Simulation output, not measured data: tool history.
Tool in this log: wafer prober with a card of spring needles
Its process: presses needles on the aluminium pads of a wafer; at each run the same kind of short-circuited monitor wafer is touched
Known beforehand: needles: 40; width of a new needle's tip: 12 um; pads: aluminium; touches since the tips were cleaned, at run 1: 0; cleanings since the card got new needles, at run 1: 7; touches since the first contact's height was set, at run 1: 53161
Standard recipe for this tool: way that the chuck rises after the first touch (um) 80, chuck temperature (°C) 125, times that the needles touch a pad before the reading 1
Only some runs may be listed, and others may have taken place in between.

run,hour,way that the chuck rises after the first touch (um),chuck temperature (°C),times that the needles touch a pad before the reading,touches since the tips were cleaned,cleanings since the card got new needles,touches since the first contact's height was set,resistance of one needle with its contact and lead (mohm),way that a needle slides on the pad (um)
1,0,80,125,1,0,7,53161,270,20.07
2,8.2,80,125,1,1724,7,54885,280,20.05
3,18,80,125,2,3786,7,56947,279,20.07
4,28.1,60,125,2,5898,7,59059,281,15.02
# hour 33.2: tips cleaned on abrasive film
5,37.4,80,43,1,886,8,60994,284,19.97
6,48.5,67,125,1,3212,8,63320,303,16.66
7,57.7,67,125,1,5150,8,65258,300,16.67
# hour 65.9: tips cleaned on abrasive film
8,65.9,80,125,1,0,9,66957,276,19.94
9,72.2,80,125,1,1332,9,68289,281,19.92
10,82.2,80,125,1,3432,9,70389,288,19.95
# hour 84.6: tips cleaned on abrasive film, once more
11,91.9,80,125,1,1538,10,72406,278,19.87
12,98.8,80,35,1,2986,10,73854,260,19.9
13,109,80,35,1,5129,10,75997,266,19.93
# hour 117.6: tips cleaned on abrasive film
14,119.2,80,29,1,332,11,78103,246,19.89
15,125.7,80,29,1,1697,11,79468,255,19.9
# hour 134.2: height of the first contact set anew
16,138.2,80,29,1,4265,11,828,261,20.24
17,145.9,64,125,1,5888,11,2451,295,16.13
# hour 150.3: tips cleaned on abrasive film
18,158.3,64,125,1,1686,12,5042,284,16.15
19,165,82,125,2,3092,12,6448,278,20.71
20,175.6,69,63,1,5307,12,8663,274,17.43
# hour 183.3: tips cleaned on abrasive film
21,185,93,30,2,355,13,10617,244,23.42
22,195.9,93,30,2,2645,13,12907,248,23.47
23,201.8,66,30,3,3895,13,14157,251,16.65
24,209,66,37,2,5390,13,15652,257,16.65
25,214.9,80,102,1,6642,13,16904,284,20.2
# hour 216: tips cleaned on abrasive film
26,227.3,80,102,1,2376,14,19488,280,20.18
27,235.6,80,102,1,4114,14,21226,280,20.11
28,240.9,80,34,2,5226,14,22338,255,20.17
# hour 248.7: tips cleaned on abrasive film
29,250.4,82,75,1,359,15,24317,259,20.63
30,261.2,62,36,2,2625,15,26583,254,15.56
31,269.4,85,125,1,4341,15,28299,291,21.37
32,279.4,86,107,1,6442,15,30400,287,21.64
# hour 281.2: tips cleaned on abrasive film
33,291.8,80,35,1,2225,16,32993,254,20.09
34,300.9,73,125,3,4135,16,34903,277,18.29

Below, each run's measurement less what the same run would have read without the hidden state. Both values contain the same run-to-run variation, but the gauge's scatter may not be the same in both:
The hidden state here: debris on the tips, nm; way that the needles fall short of the set height, um; tips' diameter, um; drift of the gauge itself on contact_mohm, %; drift of the gauge itself on scrub_um, %.
run,resistance of one needle with its contact and lead (mohm),way that a needle slides on the pad (um)
1,+1,-0.17
2,+12,-0.16
3,+11,-0.16
4,+15,-0.16
5,+34,-0.26
6,+33,-0.26
7,+32,-0.26
8,+3,-0.28
9,+11,-0.28
10,+18,-0.28
11,+10,-0.31
12,+16,-0.32
13,+22,-0.31
14,+4,-0.33
15,+11,-0.34
16,+20,+0
17,+24,+0
18,+12,-0.02
19,+10,-0.02
20,+23,-0.02
21,+2,-0.05
22,+9,-0.04
23,+7,-0.04
24,+13,-0.04
25,+23,-0.05
26,+14,-0.06
27,+19,-0.06
28,+13,-0.06
29,+4,-0.09
30,+9,-0.08
31,+19,-0.09
32,+22,-0.09
33,+12,-0.11
34,+7,-0.11
